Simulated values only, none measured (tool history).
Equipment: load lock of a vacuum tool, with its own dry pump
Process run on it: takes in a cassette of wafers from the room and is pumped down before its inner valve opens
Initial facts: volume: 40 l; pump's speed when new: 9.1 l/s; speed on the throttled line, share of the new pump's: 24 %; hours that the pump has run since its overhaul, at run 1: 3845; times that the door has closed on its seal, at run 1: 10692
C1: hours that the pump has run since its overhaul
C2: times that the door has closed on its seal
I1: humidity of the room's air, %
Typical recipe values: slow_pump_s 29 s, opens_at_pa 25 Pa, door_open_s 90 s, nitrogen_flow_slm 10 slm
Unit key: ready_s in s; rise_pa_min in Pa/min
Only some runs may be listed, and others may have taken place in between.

run 1 hour=0 | slow_pump_s=29 opens_at_pa=25 door_open_s=90 nitrogen_flow_slm=10 | C1=3845 C2=10692 | I1=44.1 | ready_s=59 rise_pa_min=0.061
run 2 hour=71.4 | slow_pump_s=29 opens_at_pa=25 door_open_s=90 nitrogen_flow_slm=10 | C1=3916 C2=10985 | I1=46.8 | ready_s=58.4 rise_pa_min=0.06
run 3 hour=183.9 | slow_pump_s=29 opens_at_pa=25 door_open_s=90 nitrogen_flow_slm=10 | C1=4029 C2=11445 | I1=45.5 | ready_s=58.9 rise_pa_min=0.062
run 4 hour=247.5 | slow_pump_s=29 opens_at_pa=25 door_open_s=90 nitrogen_flow_slm=10 | C1=4092 C2=11705 | I1=45.1 | ready_s=58.9 rise_pa_min=0.062
run 5 hour=372 | slow_pump_s=29 opens_at_pa=25 door_open_s=90 nitrogen_flow_slm=10 | C1=4217 C2=12214 | I1=43.8 | ready_s=58.8 rise_pa_min=0.057
run 6 hour=443.6 | slow_pump_s=29 opens_at_pa=25 door_open_s=90 nitrogen_flow_slm=10 | C1=4289 C2=12508 | I1=48.1 | ready_s=59 rise_pa_min=0.065
run 7 hour=574.6 | slow_pump_s=17 opens_at_pa=25 door_open_s=90 nitrogen_flow_slm=10 | C1=4420 C2=13044 | I1=45.8 | ready_s=49.4 rise_pa_min=0.063
run 8 hour=658.3 | slow_pump_s=17 opens_at_pa=25 door_open_s=90 nitrogen_flow_slm=10 | C1=4503 C2=13386 | I1=45.3 | ready_s=50 rise_pa_min=0.06
run 9 hour=763.4 | slow_pump_s=29 opens_at_pa=25 door_open_s=90 nitrogen_flow_slm=30 | C1=4608 C2=13816 | I1=46.5 | ready_s=58.7 rise_pa_min=0.038
run 10 hour=827.5 | slow_pump_s=29 opens_at_pa=25 door_open_s=90 nitrogen_flow_slm=30 | C1=4673 C2=14078 | I1=45.3 | ready_s=58.7 rise_pa_min=0.036
run 11 hour=883.6 | slow_pump_s=29 opens_at_pa=23 door_open_s=90 nitrogen_flow_slm=10 | C1=4729 C2=14308 | I1=44.3 | ready_s=59.5 rise_pa_min=0.062
run 12 hour=1010.4 | slow_pump_s=15 opens_at_pa=25 door_open_s=77 nitrogen_flow_slm=10 | C1=4855 C2=14826 | I1=43.9 | ready_s=48 rise_pa_min=0.054
run 13 hour=1099.8 | slow_pump_s=17 opens_at_pa=25 door_open_s=77 nitrogen_flow_slm=6 | C1=4945 C2=15192 | I1=45.6 | ready_s=49.5 rise_pa_min=0.074
run 14 hour=1190.6 | slow_pump_s=39 opens_at_pa=47 door_open_s=133 nitrogen_flow_slm=6 | C1=5036 C2=15564 | I1=45.2 | ready_s=63.4 rise_pa_min=0.095
run 15 hour=1286.5 | slow_pump_s=29 opens_at_pa=25 door_open_s=114 nitrogen_flow_slm=14 | C1=5131 C2=15956 | I1=44 | ready_s=59 rise_pa_min=0.059
run 16 hour=1355.5 | slow_pump_s=29 opens_at_pa=34 door_open_s=69 nitrogen_flow_slm=7 | C1=5201 C2=16238 | I1=44 | ready_s=57.4 rise_pa_min=0.064
run 17 hour=1457 | slow_pump_s=29 opens_at_pa=25 door_open_s=25 nitrogen_flow_slm=8 | C1=5302 C2=16654 | I1=44.9 | ready_s=58.8 rise_pa_min=0.03
run 18 hour=1509.9 | slow_pump_s=29 opens_at_pa=27 door_open_s=49 nitrogen_flow_slm=10 | C1=5355 C2=16870 | I1=45.5 | ready_s=58.4 rise_pa_min=0.042
run 19 hour=1582.5 | slow_pump_s=29 opens_at_pa=25 door_open_s=90 nitrogen_flow_slm=8 | C1=5427 C2=17167 | I1=49.5 | ready_s=59 rise_pa_min=0.071
run 20 hour=1695.1 | slow_pump_s=23 opens_at_pa=22 door_open_s=172 nitrogen_flow_slm=6 | C1=5540 C2=17628 | I1=48.9 | ready_s=54.7 rise_pa_min=0.112
run 21 hour=1824.6 | slow_pump_s=23 opens_at_pa=22 door_open_s=172 nitrogen_flow_slm=6 | C1=5670 C2=18158 | I1=42.3 | ready_s=54.7 rise_pa_min=0.103

Each row is a separate what-if for the run after 21, all from the same tool condition, not one after another. Results?
run A hour=1890.8 | slow_pump_s=23 opens_at_pa=30 door_open_s=154 nitrogen_flow_slm=6 | C1=5736 C2=18429 | I1=43.8 | ready_s=? rise_pa_min=?
run B hour=1890.8 | slow_pump_s=23 opens_at_pa=26 door_open_s=111 nitrogen_flow_slm=7 | C1=5736 C2=18429 | I1=47.8 | ready_s=? rise_pa_min=?
run C hour=1890.8 | slow_pump_s=23 opens_at_pa=22 door_open_s=172 nitrogen_flow_slm=9 | C1=5736 C2=18429 | I1=46.3 | ready_s=? rise_pa_min=?
run D hour=1890.8 | slow_pump_s=21 opens_at_pa=25 door_open_s=189 nitrogen_flow_slm=10 | C1=5736 C2=18429 | I1=46.8 | ready_s=? rise_pa_min=?
run E hour=1890.8 | slow_pump_s=26 opens_at_pa=25 door_open_s=90 nitrogen_flow_slm=10 | C1=5736 C2=18429 | I1=43.9 | ready_s=? rise_pa_min=?

run=A ready_s=53.8 rise_pa_min=0.099
run=B ready_s=54.2 rise_pa_min=0.088
run=C ready_s=54.8 rise_pa_min=0.099
run=D ready_s=52.3 rise_pa_min=0.097
run=E ready_s=56.7 rise_pa_min=0.053
With the hidden condition removed and each run's random variation left untouched, the same runs would have given:
run=A ready_s=53.7 rise_pa_min=0.098
run=B ready_s=54.1 rise_pa_min=0.087
run=C ready_s=54.8 rise_pa_min=0.098
run=D ready_s=52.3 rise_pa_min=0.096
run=E ready_s=56.6 rise_pa_min=0.053
